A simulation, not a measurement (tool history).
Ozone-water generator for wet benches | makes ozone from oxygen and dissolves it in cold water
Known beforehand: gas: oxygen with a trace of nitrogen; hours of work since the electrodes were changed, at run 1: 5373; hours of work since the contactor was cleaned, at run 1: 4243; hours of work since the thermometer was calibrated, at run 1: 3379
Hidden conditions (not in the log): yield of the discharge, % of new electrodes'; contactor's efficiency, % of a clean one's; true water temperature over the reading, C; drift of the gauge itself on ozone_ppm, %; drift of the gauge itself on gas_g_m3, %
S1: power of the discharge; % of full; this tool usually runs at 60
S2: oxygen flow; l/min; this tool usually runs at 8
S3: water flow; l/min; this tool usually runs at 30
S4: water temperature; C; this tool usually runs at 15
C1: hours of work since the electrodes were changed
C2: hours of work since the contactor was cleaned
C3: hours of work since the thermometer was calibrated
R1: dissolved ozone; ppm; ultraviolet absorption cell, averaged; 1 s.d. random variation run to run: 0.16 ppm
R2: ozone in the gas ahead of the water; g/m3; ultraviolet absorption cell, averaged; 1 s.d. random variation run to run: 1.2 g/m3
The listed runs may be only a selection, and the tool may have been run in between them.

run	hour	S1	S2	S3	S4	C1	C2	C3	R1	R2
1	0	60	8	30	15	5373	4243	3379	21.4	228.5
2	120.9	60	8	30	15	5475	4346	3481	21.5	229
3	244.8	60	8	30	15	5581	4451	3586	21.4	224
4	385.1	60	8	30	15	5700	4570	3705	21.1	225.3
5	513.9	60	8	30	15	5809	4679	3814	21.4	225.9
6	632.5	60	8	30	15	5909	4780	3915	21.4	228.6
7	709.1	95	8	30	15	5975	4845	3980	30.4	327.2
8	804.8	60	8	23	15	6056	4926	4061	27.5	228.2
9	979.8	60	8	23	15	6204	5074	4210	28	225.6
10	1142.8	52	8	30	9	6342	5213	4348	20.7	204.4
11	1302	52	8	30	9	6477	5348	4483	20.7	202.7
12	1430.6	52	5.75	47	9	6587	5457	4592	11.6	249.1
13	1569.2	52	5.75	47	9	6704	5574	4710	11.9	248.7
14	1687.2	58	4.16	47	8	6804	5674	4810	12.1	328.8
15	1832.8	60	8.57	30	13	6928	5798	4933	22	218.6

Forecast run 16:
# hour 1915.6: water thermometer calibrated
16	1945.5	60	8.57	30	13	7023	5893	25	?	?

{"run 16": {"R1": 21.8, "R2": 216.7}}
Take away the tool's hidden state, keep the run-to-run variation as it was, and the same run would have given R1 21.8 ppm, R2 217.1 g/m3.

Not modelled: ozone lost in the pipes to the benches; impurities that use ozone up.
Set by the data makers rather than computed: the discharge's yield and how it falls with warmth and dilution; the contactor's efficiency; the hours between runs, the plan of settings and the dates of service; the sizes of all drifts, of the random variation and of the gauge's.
